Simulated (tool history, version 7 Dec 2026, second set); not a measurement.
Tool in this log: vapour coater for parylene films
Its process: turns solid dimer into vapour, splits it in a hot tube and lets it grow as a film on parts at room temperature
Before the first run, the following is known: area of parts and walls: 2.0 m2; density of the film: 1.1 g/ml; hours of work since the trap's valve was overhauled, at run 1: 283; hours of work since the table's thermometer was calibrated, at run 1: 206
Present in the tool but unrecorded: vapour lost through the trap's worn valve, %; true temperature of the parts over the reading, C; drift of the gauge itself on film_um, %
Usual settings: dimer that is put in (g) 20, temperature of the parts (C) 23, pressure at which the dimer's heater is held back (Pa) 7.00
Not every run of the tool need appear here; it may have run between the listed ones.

run   hour  dimer that is put in (g)  temperature of the parts (C)  pressure at which the dimer's heater is held back (Pa)  hours of work since the trap's valve was overhauled  hours of work since the table's thermometer was calibrated  thickness of the film (nm)
  1    0.0                        20                            23                                                    7.00                                                  283                                                         206                        5510
  2   17.2                        20                            28                                                    7.00                                                  298                                                         220                        4960
  3   31.9                        20                            23                                                    2.08                                                  310                                                         232                        6030
  4   48.1                        20                            23                                                    2.08                                                  323                                                         246                        6040
  5   63.1                        20                            19                                                    7.00                                                  336                                                         258                        5960
  6   74.5                        20                            19                                                    7.00                                                  345                                                         268                        5990
  7   83.9                        20                            23                                                   11.94                                                  353                                                         275                        5270
  8   97.3                        10                            20                                                    2.60                                                  364                                                         286                        3190
  9  116.7                         9                            29                                                   10.04                                                  380                                                         303                        2160
 10  130.7                        12                            35                                                    3.61                                                  392                                                         314                        2770
     149.1  -- trap's valve overhauled
 11  150.5                        13                            29                                                    4.12                                                    1                                                         327                        3330
 12  168.9                        21                            29                                                    4.12                                                   16                                                         342                        5430

Run 13 is up next; what results do you expect?
 13  189.8                        17                            31                                                    6.74                                                   34                                                         360                           ?

Run 13 produced thickness of the film (nm) 4050.
Had the tool carried no hidden state, the very same run would have given thickness of the film (nm) 4000.

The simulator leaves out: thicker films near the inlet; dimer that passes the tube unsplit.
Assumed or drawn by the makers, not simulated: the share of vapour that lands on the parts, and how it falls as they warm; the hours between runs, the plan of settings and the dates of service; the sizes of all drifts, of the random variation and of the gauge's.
